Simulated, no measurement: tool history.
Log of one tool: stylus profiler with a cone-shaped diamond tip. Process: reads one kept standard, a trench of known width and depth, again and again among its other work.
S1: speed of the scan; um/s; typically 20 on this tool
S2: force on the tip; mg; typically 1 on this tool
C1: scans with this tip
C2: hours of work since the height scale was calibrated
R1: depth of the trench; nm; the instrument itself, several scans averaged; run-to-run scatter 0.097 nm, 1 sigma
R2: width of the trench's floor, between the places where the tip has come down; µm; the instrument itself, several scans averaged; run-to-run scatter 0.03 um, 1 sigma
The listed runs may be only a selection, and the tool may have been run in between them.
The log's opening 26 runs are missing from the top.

{"run": 27, "hour": 1330.1, "S1": 17, "S2": 2.92, "C1": 6424, "C2": 93, "R1": 203.45, "R2": 27.54}
{"run": 28, "hour": 1399.8, "S1": 17, "S2": 2.92, "C1": 6677, "C2": 142, "R1": 203.39, "R2": 27.55}
{"hour": 1426.8, "done": "height scale calibrated on a step standard, once more"}
{"run": 29, "hour": 1471.1, "S1": 50, "S2": 0.91, "C1": 6933, "C2": 31, "R1": 201.14, "R2": 27.15}
{"run": 30, "hour": 1534.0, "S1": 45, "S2": 2.07, "C1": 7162, "C2": 75, "R1": 201.84, "R2": 27.31}
{"run": 31, "hour": 1602.2, "S1": 20, "S2": 0.55, "C1": 7408, "C2": 123, "R1": 200.78, "R2": 27.38}
{"run": 32, "hour": 1634.5, "S1": 53, "S2": 0.48, "C1": 7526, "C2": 145, "R1": 200.82, "R2": 26.9}
{"run": 33, "hour": 1701.6, "S1": 27, "S2": 1.36, "C1": 7769, "C2": 192, "R1": 201.48, "R2": 27.37}
{"run": 34, "hour": 1751.0, "S1": 47, "S2": 1.25, "C1": 7948, "C2": 227, "R1": 201.39, "R2": 27.16}
{"run": 35, "hour": 1804.2, "S1": 47, "S2": 1.25, "C1": 8141, "C2": 264, "R1": 201.21, "R2": 27.18}
{"run": 36, "hour": 1871.1, "S1": 47, "S2": 1.25, "C1": 8383, "C2": 311, "R1": 201.48, "R2": 27.2}
{"run": 37, "hour": 1935.1, "S1": 7, "S2": 2.81, "C1": 8615, "C2": 356, "R1": 202.57, "R2": 27.52}
{"run": 38, "hour": 2009.7, "S1": 7, "S2": 2.39, "C1": 8885, "C2": 408, "R1": 202.56, "R2": 27.52}
{"run": 39, "hour": 2056.6, "S1": 11, "S2": 2.39, "C1": 9055, "C2": 441, "R1": 202.17, "R2": 27.43}
{"run": 40, "hour": 2094.2, "S1": 11, "S2": 2.39, "C1": 9192, "C2": 467, "R1": 202.18, "R2": 27.5}
{"run": 41, "hour": 2152.0, "S1": 24, "S2": 2.67, "C1": 9401, "C2": 508, "R1": 202.5, "R2": 27.33}
{"run": 42, "hour": 2201.3, "S1": 5, "S2": 0.77, "C1": 9580, "C2": 542, "R1": 201.35, "R2": 27.37}
{"run": 43, "hour": 2231.8, "S1": 41, "S2": 2.08, "C1": 9691, "C2": 564, "R1": 202.19, "R2": 27.19}
{"run": 44, "hour": 2268.0, "S1": 6, "S2": 0.34, "C1": 9822, "C2": 589, "R1": 200.8, "R2": 27.39}
{"run": 45, "hour": 2331.3, "S1": 14, "S2": 0.34, "C1": 10051, "C2": 634, "R1": 200.92, "R2": 27.27}

What if the next run were any one of these 3? Each begins from the tool's condition after run 45:
{"run": "A", "hour": 2391.8, "S1": 15, "S2": 0.64, "C1": 10271, "C2": 676, "R1": "?", "R2": "?"}
{"run": "B", "hour": 2391.8, "S1": 20, "S2": 1.11, "C1": 10271, "C2": 676, "R1": "?", "R2": "?"}
{"run": "C", "hour": 2391.8, "S1": 77, "S2": 0.42, "C1": 10271, "C2": 676, "R1": "?", "R2": "?"}

run=A R1=201.15 R2=27.32
run=B R1=201.33 R2=27.29
run=C R1=201.02 R2=26.4
Take away the tool's hidden state, keep each run's random variation, and the runs would have read:
run=A R1=200.76 R2=27.9
run=B R1=200.94 R2=27.87
run=C R1=200.63 R2=26.98

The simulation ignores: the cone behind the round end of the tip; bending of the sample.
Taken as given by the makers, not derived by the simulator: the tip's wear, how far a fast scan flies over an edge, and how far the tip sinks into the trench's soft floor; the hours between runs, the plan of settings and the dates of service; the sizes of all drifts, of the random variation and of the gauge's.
